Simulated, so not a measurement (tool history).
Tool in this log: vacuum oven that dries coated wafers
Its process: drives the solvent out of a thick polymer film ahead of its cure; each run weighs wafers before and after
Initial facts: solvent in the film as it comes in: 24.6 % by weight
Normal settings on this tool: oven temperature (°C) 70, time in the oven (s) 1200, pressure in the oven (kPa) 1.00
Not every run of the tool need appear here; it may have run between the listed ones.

run   hour  oven temperature (°C)  time in the oven (s)  pressure in the oven (kPa)  solvent left in the film (%)
  1    0.0                     70                  1200                        1.00                          4.24
  2   18.2                     70                  1200                        1.00                          4.28
  3   37.4                     70                  1200                        1.00                          4.24
  4   49.4                     70                  1200                        1.00                          4.13
  5   60.9                     63                  1200                        1.00                          6.49
  6   81.3                     63                  1200                        1.00                          6.63
  7   93.8                     70                  1200                        1.00                          4.14
  8  105.3                     70                  1200                        1.00                          4.28
  9  118.2                     70                  1200                        1.00                          4.33
 10  140.1                     70                  1920                        1.00                          1.83
 11  154.0                     70                  1200                        1.00                          4.35
 12  175.7                     70                  1200                        1.00                          4.38
 13  193.0                     70                  1200                        2.03                          4.62
 14  217.4                     85                  1200                        1.00                          1.00
 15  231.1                     70                  1200                        1.00                          4.32
 16  250.2                     70                  1200                        1.00                          4.32
 17  268.2                     70                  1200                        1.00                          4.44
 18  284.4                     70                  1200                        1.00                          4.25
 19  295.8                     70                  1200                        1.00                          4.32
 20  314.6                     70                  1200                        1.00                          4.35
 21  328.8                     70                  1200                        1.00                          4.39
 22  345.2                     70                  1200                        1.00                          4.31
 23  365.8                     80                  1200                        1.00                          1.88
 24  388.6                     80                  1200                        1.00                          1.86
 25  412.3                     62                  1200                        3.19                          8.09
 26  422.9                     70                  1260                        1.00                          4.00
 27  434.5                     70                  1260                        1.00                          4.13
 28  450.0                     70                  1260                        1.00                          4.08
 29  461.3                     83                  1320                        1.08                          1.20
 30  479.6                     83                  1320                        1.08                          1.01
 31  500.1                     68                  1680                        2.58                          3.57
 32  511.9                     73                  1500                        0.72                          2.32
 33  528.1                     70                  1200                        0.84                          4.50
 34  541.2                     70                  1200                        1.35                          4.72
 35  556.9                     60                  1200                        1.00                          7.85
 36  580.0                     60                  1200                        1.00                          7.69
 37  602.5                     81                   660                        1.95                          5.20
 38  620.7                     79                  1020                        1.00                          3.06
 39  636.9                     60                  1020                        1.00                          9.18
 40  661.5                     70                   960                        1.44                          6.21
 41  676.8                     70                  1560                        3.60                          3.88
 42  695.8                     70                  1560                        3.60                          4.04
 43  716.4                     70                  1020                        3.60                          6.49
 44  741.0                     70                  1020                        3.60                          6.53
 45  755.9                     77                  1980                        0.69                          0.84
 46  769.5                     77                  1980                        0.69                          0.81
 47  781.5                     70                  1380                        1.10                          3.65

Forecast each of these 3 alternatives for the next run:
  A  794.5                     70                  1380                        3.48                             ?
  B  794.5                     70                  1200                        2.18                             ?
  C  794.5                     70                   660                        1.00                             ?

run  solvent left in the film (%)
  A                          4.73
  B                          5.07
  C                          8.74
Without the tool's unlogged condition, the same runs would have read:
run  solvent left in the film (%)
  A                          4.18
  B                          4.49
  C                          8.14
